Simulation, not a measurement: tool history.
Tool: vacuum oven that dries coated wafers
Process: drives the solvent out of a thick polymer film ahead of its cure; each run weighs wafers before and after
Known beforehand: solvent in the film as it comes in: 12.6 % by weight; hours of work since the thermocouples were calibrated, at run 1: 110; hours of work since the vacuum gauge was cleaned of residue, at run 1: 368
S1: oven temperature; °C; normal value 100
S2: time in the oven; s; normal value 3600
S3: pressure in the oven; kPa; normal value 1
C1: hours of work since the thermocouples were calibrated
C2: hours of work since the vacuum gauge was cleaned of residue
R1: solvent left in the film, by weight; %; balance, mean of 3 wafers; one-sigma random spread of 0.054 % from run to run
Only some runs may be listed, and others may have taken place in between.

run 1 hour=0 | S1=100 S2=3600 S3=1 | C1=110 C2=368 | R1=2.11
run 2 hour=47.2 | S1=100 S2=3300 S3=1 | C1=147 C2=404 | R1=2.3
run 3 hour=119.3 | S1=93 S2=3600 S3=1 | C1=204 C2=461 | R1=3.39
run 4 hour=174.2 | S1=100 S2=3600 S3=1 | C1=247 C2=504 | R1=2.19
run 5 hour=250 | S1=100 S2=3600 S3=1 | C1=306 C2=563 | R1=2.12
run 6 hour=288.1 | S1=100 S2=3600 S3=1 | C1=336 C2=593 | R1=2.23
run 7 hour=334.2 | S1=100 S2=3600 S3=1 | C1=372 C2=629 | R1=2.2
run 8 hour=405.7 | S1=100 S2=3600 S3=1 | C1=428 C2=685 | R1=2.16
run 9 hour=479.9 | S1=100 S2=3600 S3=1 | C1=486 C2=743 | R1=2.17
run 10 hour=557.1 | S1=100 S2=3600 S3=1 | C1=547 C2=804 | R1=2.19

The next listed run, before its measurement:
run 11 hour=616.9 | S1=100 S2=3600 S3=1 | C1=593 C2=851 | R1=?

Run 11 yielded R1 2.24 %.
Minus the tool's unlogged condition, the same run would have read R1 1.93 %.
